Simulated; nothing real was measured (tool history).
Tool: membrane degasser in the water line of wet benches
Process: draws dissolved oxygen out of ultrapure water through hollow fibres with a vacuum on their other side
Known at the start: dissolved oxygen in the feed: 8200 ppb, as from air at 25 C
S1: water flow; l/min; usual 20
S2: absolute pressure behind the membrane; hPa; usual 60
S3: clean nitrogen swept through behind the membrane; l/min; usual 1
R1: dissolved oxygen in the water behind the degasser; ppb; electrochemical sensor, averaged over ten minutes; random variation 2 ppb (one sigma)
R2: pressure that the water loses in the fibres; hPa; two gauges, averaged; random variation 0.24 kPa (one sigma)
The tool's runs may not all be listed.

run,hour,S1,S2,S3,R1,R2
1,0,20,60,1,198.6,620.3
2,100.8,20,60,0.92,205.3,619.8
3,161,20,60,0.92,205.3,619.2
4,281.9,20,119.3,0.92,475.6,619.6
5,391.5,20,119.3,0.92,469.7,626.1
6,484.7,20,60,1,199.9,627.2
7,606.7,20,60,1,198.7,626.6
# hour 629.9: vacuum gauge calibrated
8,724.3,20,60,1,201.7,627.4
9,855,20,60,1,199.8,630
10,915.1,30,60,1,308.9,941.1
11,983.9,20,60,1,201,626.3
12,1079.5,20,60,1,198.2,626.6
13,1151.8,32,60,1,334.8,1003.7
14,1267.3,32,60,1,338.5,1010.9
15,1374.1,32,60,1,337.4,1003.3
16,1459.9,32,60,1,335.4,1009.4
17,1521.8,20,60,1,199.3,629.4
18,1577.2,20,144.9,1,547.1,633.4
19,1701.9,20,144.9,1,542.5,631.8
# hour 1812.9: gauge calibrated
20,1820.4,20,45.9,1.13,132.2,623.7
21,1879,27,146,0.45,1210.3,835.8
22,1949,27,146,0.45,1212,834.3
23,2041.3,18,146,0.45,897.8,558.6
24,2110.4,18,146,0.45,887.6,560.3
25,2214.3,23,86.6,0.74,432.5,714.3
26,2275.7,23,86.6,0.74,429.1,716.6
27,2345.2,14,104.9,2.42,140.9,436.1
28,2434.8,31,39.7,1,200.6,970.2
29,2523.3,15,58.3,1,133.3,471.5
30,2601.4,25,60,1,255,784.2
31,2724.7,23,60,2.03,171.5,724.3
32,2815.9,23,60,2.03,170.9,720
33,2925.1,23,60,2.03,170,721.8

The same runs without the tool's hidden state, with the same run-to-run variation:
The hidden state here: membrane still open, %; true pressure behind the membrane over the reading, kPa; air that leaks in behind the membrane, l/min; drift of the gauge itself on oxygen_ppb, %; drift of the gauge itself on loss_of_pressure_kpa, %.
run,R2
1,620.3
2,619
3,618
4,617.5
5,623.1
6,623.5
7,622.1
8,622
9,623.6
10,930.9
11,619
12,618.5
13,990
14,995.7
15,987
16,992
17,618.1
18,621.6
19,619.1
20,623.6
21,835
22,832.8
23,557
24,558.2
25,710.7
26,712.6
27,433.3
28,962.9
29,467.5
30,776.7
31,716.4
32,711.3
33,712.2
R1: within 0.2 ppb of the measured result in every run.

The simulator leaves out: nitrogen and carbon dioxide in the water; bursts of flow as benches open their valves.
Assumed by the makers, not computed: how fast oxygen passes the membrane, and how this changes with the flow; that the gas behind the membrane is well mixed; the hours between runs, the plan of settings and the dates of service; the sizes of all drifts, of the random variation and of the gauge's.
